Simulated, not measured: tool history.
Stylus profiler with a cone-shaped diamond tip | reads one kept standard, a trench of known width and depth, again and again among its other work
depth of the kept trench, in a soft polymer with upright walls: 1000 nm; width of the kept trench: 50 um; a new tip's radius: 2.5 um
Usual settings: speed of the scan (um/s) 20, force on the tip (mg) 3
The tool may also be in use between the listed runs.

run,hour,speed of the scan (um/s),force on the tip (mg),depth of the trench (Å),width of the trench's floor (um)
1,0,20,3,10058.6,45.77
2,15.9,20,5.75,10094.6,45.77
3,37.2,20,5.75,10097.5,45.75
4,62.7,20,1.7,10037.2,45.7
5,77.7,20,1.7,10041.3,45.72
6,101.6,20,1.7,10038.1,45.65
7,121.3,20,1.7,10039.4,45.66
8,132.1,20,1.7,10032.3,45.66
9,143.1,20,1.7,10037.8,45.67
# hour 144.9: height scale calibrated on a step standard
10,160.9,17,3,10057.2,45.71
11,174.8,20,3.65,10066.5,45.69
12,195.2,7,3,10062.7,45.64
13,219.7,7,3,10057.2,45.68
14,240.9,7,3,10053,45.64
# hour 253.8: height scale calibrated on a step standard, once more
15,265,29,1.83,10053.9,45.62
16,281.3,29,1.83,10054.2,45.61
17,296.2,55,5.35,10108.2,45.6
18,310.5,55,5.35,10104.4,45.55
19,323.7,58,2.87,10075,45.6
20,338,41,1.79,10055.8,45.56
21,354.1,12,1.13,10038.1,45.52
22,377.9,12,1.13,10040.9,45.57
23,393.9,51,3.07,10073.6,45.5
24,404.9,36,3.07,10072.4,45.54
25,426.3,7,1.23,10043.7,45.58
26,444,8,4.54,10096,45.61

Forecast run 27:
27,455.4,48,1.24,?,?

depth of the trench (Å): 10038.2
width of the trench's floor (um): 45.47
Without the tool's hidden state the same run would have given depth of the trench (Å) 10034, width of the trench's floor (um) 45.85.
